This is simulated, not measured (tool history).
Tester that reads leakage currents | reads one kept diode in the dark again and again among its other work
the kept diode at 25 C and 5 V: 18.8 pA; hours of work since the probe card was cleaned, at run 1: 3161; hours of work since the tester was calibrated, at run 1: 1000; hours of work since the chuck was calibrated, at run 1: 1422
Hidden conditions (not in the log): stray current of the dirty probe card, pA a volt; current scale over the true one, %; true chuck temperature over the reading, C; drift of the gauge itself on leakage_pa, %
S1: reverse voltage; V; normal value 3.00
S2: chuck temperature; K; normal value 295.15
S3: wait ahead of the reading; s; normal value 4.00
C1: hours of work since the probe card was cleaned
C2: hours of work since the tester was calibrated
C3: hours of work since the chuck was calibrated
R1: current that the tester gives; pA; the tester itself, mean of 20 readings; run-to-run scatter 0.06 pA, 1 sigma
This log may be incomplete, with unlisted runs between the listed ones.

{"run": 1, "hour": 0.0, "S1": 3.0, "S2": 295.15, "S3": 4.0, "C1": 3161, "C2": 1000, "C3": 1422, "R1": 21.33}
{"run": 2, "hour": 51.1, "S1": 3.0, "S2": 295.15, "S3": 4.0, "C1": 3196, "C2": 1035, "C3": 1456, "R1": 21.35}
{"run": 3, "hour": 89.7, "S1": 3.0, "S2": 295.15, "S3": 4.0, "C1": 3222, "C2": 1061, "C3": 1483, "R1": 21.53}
{"hour": 99.3, "done": "probe card cleaned and baked"}
{"run": 4, "hour": 133.5, "S1": 3.0, "S2": 295.15, "S3": 4.0, "C1": 23, "C2": 1088, "C3": 1510, "R1": 12.87}
{"run": 5, "hour": 185.0, "S1": 3.0, "S2": 308.15, "S3": 4.0, "C1": 58, "C2": 1123, "C3": 1545, "R1": 37.16}
{"run": 6, "hour": 228.1, "S1": 3.0, "S2": 308.15, "S3": 4.0, "C1": 87, "C2": 1152, "C3": 1574, "R1": 37.5}
{"run": 7, "hour": 281.9, "S1": 3.0, "S2": 308.15, "S3": 4.0, "C1": 123, "C2": 1189, "C3": 1610, "R1": 37.67}
{"run": 8, "hour": 314.0, "S1": 3.0, "S2": 295.15, "S3": 4.0, "C1": 145, "C2": 1210, "C3": 1632, "R1": 13.31}
{"run": 9, "hour": 355.6, "S1": 3.0, "S2": 295.15, "S3": 4.0, "C1": 173, "C2": 1239, "C3": 1660, "R1": 13.45}
{"run": 10, "hour": 393.2, "S1": 3.0, "S2": 295.15, "S3": 4.0, "C1": 199, "C2": 1264, "C3": 1686, "R1": 13.51}
{"run": 11, "hour": 439.0, "S1": 3.0, "S2": 295.15, "S3": 4.0, "C1": 230, "C2": 1295, "C3": 1717, "R1": 13.66}
{"run": 12, "hour": 495.0, "S1": 3.0, "S2": 293.15, "S3": 4.0, "C1": 267, "C2": 1333, "C3": 1754, "R1": 11.8}
{"run": 13, "hour": 526.5, "S1": 3.0, "S2": 297.15, "S3": 4.0, "C1": 289, "C2": 1354, "C3": 1776, "R1": 16.16}
{"run": 14, "hour": 585.6, "S1": 3.0, "S2": 297.15, "S3": 4.0, "C1": 329, "C2": 1394, "C3": 1816, "R1": 16.38}
{"run": 15, "hour": 614.9, "S1": 7.36, "S2": 297.15, "S3": 4.0, "C1": 348, "C2": 1414, "C3": 1835, "R1": 27.86}
{"run": 16, "hour": 667.9, "S1": 3.0, "S2": 295.15, "S3": 4.0, "C1": 384, "C2": 1450, "C3": 1871, "R1": 14.14}
{"run": 17, "hour": 706.3, "S1": 3.0, "S2": 295.15, "S3": 4.0, "C1": 410, "C2": 1476, "C3": 1897, "R1": 14.39}
{"run": 18, "hour": 735.2, "S1": 3.0, "S2": 295.15, "S3": 4.0, "C1": 430, "C2": 1495, "C3": 1917, "R1": 14.37}
{"run": 19, "hour": 781.4, "S1": 5.13, "S2": 295.15, "S3": 4.0, "C1": 461, "C2": 1526, "C3": 1948, "R1": 19.75}
{"run": 20, "hour": 807.8, "S1": 5.13, "S2": 295.15, "S3": 4.0, "C1": 479, "C2": 1544, "C3": 1966, "R1": 20.12}
{"run": 21, "hour": 863.4, "S1": 14.46, "S2": 295.15, "S3": 1.39, "C1": 516, "C2": 1582, "C3": 2003, "R1": 40.54}
{"run": 22, "hour": 896.6, "S1": 2.33, "S2": 299.15, "S3": 1.39, "C1": 539, "C2": 1604, "C3": 2026, "R1": 17.65}
{"run": 23, "hour": 947.7, "S1": 2.33, "S2": 299.15, "S3": 1.39, "C1": 573, "C2": 1639, "C3": 2060, "R1": 17.74}
{"run": 24, "hour": 1007.1, "S1": 2.33, "S2": 299.15, "S3": 1.39, "C1": 613, "C2": 1679, "C3": 2101, "R1": 17.7}
{"run": 25, "hour": 1040.9, "S1": 2.33, "S2": 331.15, "S3": 0.39, "C1": 636, "C2": 1702, "C3": 2123, "R1": 186.1}
{"run": 26, "hour": 1086.0, "S1": 9.15, "S2": 302.15, "S3": 2.1, "C1": 667, "C2": 1732, "C3": 2154, "R1": 50.66}
{"run": 27, "hour": 1120.8, "S1": 1.46, "S2": 304.15, "S3": 0.36, "C1": 690, "C2": 1756, "C3": 2177, "R1": 20.88}
{"run": 28, "hour": 1149.8, "S1": 1.46, "S2": 304.15, "S3": 0.36, "C1": 710, "C2": 1775, "C3": 2197, "R1": 20.97}
{"run": 29, "hour": 1204.1, "S1": 3.0, "S2": 318.15, "S3": 4.0, "C1": 747, "C2": 1812, "C3": 2234, "R1": 85.91}
{"run": 30, "hour": 1261.1, "S1": 2.52, "S2": 318.15, "S3": 4.0, "C1": 785, "C2": 1850, "C3": 2272, "R1": 77.91}
{"run": 31, "hour": 1297.7, "S1": 15.12, "S2": 294.15, "S3": 3.53, "C1": 810, "C2": 1875, "C3": 2297, "R1": 42.3}
{"run": 32, "hour": 1325.7, "S1": 1.01, "S2": 300.15, "S3": 0.79, "C1": 829, "C2": 1894, "C3": 2316, "R1": 12.4}
{"run": 33, "hour": 1368.0, "S1": 1.01, "S2": 299.15, "S3": 1.12, "C1": 857, "C2": 1923, "C3": 2344, "R1": 11.43}
{"run": 34, "hour": 1395.7, "S1": 3.63, "S2": 301.15, "S3": 8.49, "C1": 876, "C2": 1941, "C3": 2363, "R1": 27.69}
{"run": 35, "hour": 1431.5, "S1": 5.17, "S2": 330.15, "S3": 4.0, "C1": 900, "C2": 1966, "C3": 2387, "R1": 274.36}
{"run": 36, "hour": 1472.4, "S1": 6.42, "S2": 330.15, "S3": 0.35, "C1": 928, "C2": 1993, "C3": 2415, "R1": 313.75}
{"run": 37, "hour": 1518.0, "S1": 12.45, "S2": 330.15, "S3": 0.35, "C1": 959, "C2": 2024, "C3": 2446, "R1": 457.47}
{"run": 38, "hour": 1557.7, "S1": 12.45, "S2": 323.15, "S3": 5.7, "C1": 986, "C2": 2051, "C3": 2473, "R1": 278.64}
{"hour": 1594.6, "done": "chuck's temperature calibrated"}
{"run": 39, "hour": 1601.6, "S1": 1.25, "S2": 308.15, "S3": 1.4, "C1": 1014, "C2": 2079, "C3": 5, "R1": 21.28}

Measured result minus the same run's result without the hidden state. Both carry the same run-to-run variation, though not necessarily the same gauge scatter:
run=1 R1=+10.15
run=2 R1=+10.24
run=3 R1=+10.36
run=4 R1=+1.60
run=5 R1=+4.40
run=6 R1=+4.55
run=7 R1=+4.77
run=8 R1=+2.06
run=9 R1=+2.16
run=10 R1=+2.26
run=11 R1=+2.37
run=12 R1=+2.26
run=13 R1=+2.89
run=14 R1=+3.05
run=15 R1=+5.88
run=16 R1=+2.94
run=17 R1=+3.05
run=18 R1=+3.11
run=19 R1=+4.74
run=20 R1=+4.88
run=21 R1=+11.49
run=22 R1=+3.59
run=23 R1=+3.70
run=24 R1=+3.81
run=25 R1=+25.38
run=26 R1=+12.51
run=27 R1=+3.91
run=28 R1=+3.95
run=29 R1=+14.49
run=30 R1=+13.27
run=31 R1=+16.38
run=32 R1=+2.69
run=33 R1=+2.60
run=34 R1=+7.17
run=35 R1=+43.81
run=36 R1=+50.34
run=37 R1=+76.27
run=38 R1=+53.20
run=39 R1=+0.79
